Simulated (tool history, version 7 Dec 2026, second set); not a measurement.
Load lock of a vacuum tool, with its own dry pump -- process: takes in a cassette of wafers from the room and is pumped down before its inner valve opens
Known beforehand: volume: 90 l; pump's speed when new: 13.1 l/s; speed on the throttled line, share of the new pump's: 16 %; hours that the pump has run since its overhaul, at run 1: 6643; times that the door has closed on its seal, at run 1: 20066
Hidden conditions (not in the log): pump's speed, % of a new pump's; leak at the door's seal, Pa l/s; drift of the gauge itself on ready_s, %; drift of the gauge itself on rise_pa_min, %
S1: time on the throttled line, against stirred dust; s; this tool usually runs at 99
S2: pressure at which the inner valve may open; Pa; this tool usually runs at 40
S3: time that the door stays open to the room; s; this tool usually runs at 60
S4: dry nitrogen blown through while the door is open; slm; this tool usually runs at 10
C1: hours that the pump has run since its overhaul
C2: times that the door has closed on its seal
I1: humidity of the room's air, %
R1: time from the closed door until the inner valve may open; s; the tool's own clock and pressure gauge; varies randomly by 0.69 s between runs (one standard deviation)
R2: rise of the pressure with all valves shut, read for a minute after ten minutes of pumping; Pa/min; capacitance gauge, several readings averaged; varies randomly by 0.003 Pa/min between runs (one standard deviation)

run 1 day=0.000 | S1=99 S2=40 S3=60 S4=10 | C1=6643 C2=20066 | I1=40.8 | R1=140.7 R2=0.758
-- day=5.467 door's seal changed, seat wiped
run 2 day=7.504 | S1=99 S2=40 S3=60 S4=10 | C1=6822 C2=138 | I1=51.6 | R1=140.7 R2=0.022
run 3 day=11.383 | S1=99 S2=40 S3=60 S4=10 | C1=6915 C2=400 | I1=47.6 | R1=141.3 R2=0.032
run 4 day=14.675 | S1=99 S2=40 S3=60 S4=10 | C1=6994 C2=623 | I1=43.5 | R1=141.4 R2=0.023
run 5 day=20.217 | S1=99 S2=40 S3=177 S4=10 | C1=7127 C2=997 | I1=47.4 | R1=140.8 R2=0.038
run 6 day=24.025 | S1=99 S2=40 S3=177 S4=10 | C1=7218 C2=1255 | I1=43.2 | R1=140.4 R2=0.046
run 7 day=30.258 | S1=99 S2=40 S3=177 S4=6 | C1=7368 C2=1676 | I1=44.5 | R1=141.0 R2=0.052
run 8 day=35.612 | S1=99 S2=40 S3=177 S4=6 | C1=7496 C2=2038 | I1=43.9 | R1=140.7 R2=0.056
run 9 day=41.654 | S1=99 S2=40 S3=177 S4=6 | C1=7641 C2=2447 | I1=42.9 | R1=140.9 R2=0.062
run 10 day=45.221 | S1=99 S2=40 S3=177 S4=6 | C1=7727 C2=2688 | I1=43.9 | R1=141.2 R2=0.064
run 11 day=49.042 | S1=99 S2=40 S3=160 S4=10 | C1=7819 C2=2946 | I1=45.2 | R1=141.0 R2=0.067
run 12 day=55.946 | S1=99 S2=40 S3=160 S4=10 | C1=7984 C2=3413 | I1=46.8 | R1=141.8 R2=0.077
run 13 day=60.017 | S1=99 S2=33 S3=160 S4=10 | C1=8082 C2=3689 | I1=43.1 | R1=142.7 R2=0.079
run 14 day=66.579 | S1=98 S2=71 S3=108 S4=10 | C1=8239 C2=4132 | I1=46.5 | R1=136.8 R2=0.085
run 15 day=71.771 | S1=98 S2=71 S3=108 S4=10 | C1=8364 C2=4483 | I1=43.5 | R1=136.5 R2=0.091
run 16 day=77.046 | S1=115 S2=40 S3=127 S4=11 | C1=8491 C2=4840 | I1=46.4 | R1=155.2 R2=0.101
run 17 day=82.754 | S1=55 S2=35 S3=60 S4=10 | C1=8628 C2=5226 | I1=43.3 | R1=106.0 R2=0.105
run 18 day=89.071 | S1=55 S2=35 S3=60 S4=10 | C1=8779 C2=5653 | I1=44.1 | R1=107.1 R2=0.116
run 19 day=95.229 | S1=128 S2=40 S3=31 S4=26 | C1=8927 C2=6070 | I1=42.1 | R1=165.4 R2=0.114
run 20 day=100.396 | S1=99 S2=40 S3=46 S4=8 | C1=9051 C2=6419 | I1=42.1 | R1=140.7 R2=0.122
run 21 day=104.221 | S1=99 S2=40 S3=46 S4=8 | C1=9143 C2=6678 | I1=44.5 | R1=143.3 R2=0.138
run 22 day=110.079 | S1=99 S2=40 S3=46 S4=8 | C1=9284 C2=7074 | I1=44.5 | R1=141.5 R2=0.143
run 23 day=113.671 | S1=129 S2=40 S3=53 S4=10 | C1=9370 C2=7316 | I1=44.3 | R1=166.4 R2=0.150
run 24 day=119.288 | S1=129 S2=40 S3=53 S4=10 | C1=9505 C2=7696 | I1=41.5 | R1=167.8 R2=0.167
run 25 day=123.854 | S1=95 S2=40 S3=60 S4=15 | C1=9614 C2=8005 | I1=44.0 | R1=138.7 R2=0.168
run 26 day=128.342 | S1=99 S2=40 S3=60 S4=15 | C1=9722 C2=8308 | I1=44.3 | R1=142.1 R2=0.184

How would selected steps in R1 from run to run divide? Give the signed amount a tool lacking its hidden state would still show from settings, what came in and random variation, and the signed amount left for the hidden state, including any gauge scatter that is not in both of the compared results.
Run 16 -> 17: S1 115 -> 55, S2 40 -> 35, S3 127 -> 60, S4 11 -> 10. R1 -49.2 s: hidden state +1.0, all else -50.2.
Run 18 -> 19: S1 55 -> 128, S2 35 -> 40, S3 60 -> 31, S4 10 -> 26. R1 +58.3 s: hidden state -1.2, all else +59.5.

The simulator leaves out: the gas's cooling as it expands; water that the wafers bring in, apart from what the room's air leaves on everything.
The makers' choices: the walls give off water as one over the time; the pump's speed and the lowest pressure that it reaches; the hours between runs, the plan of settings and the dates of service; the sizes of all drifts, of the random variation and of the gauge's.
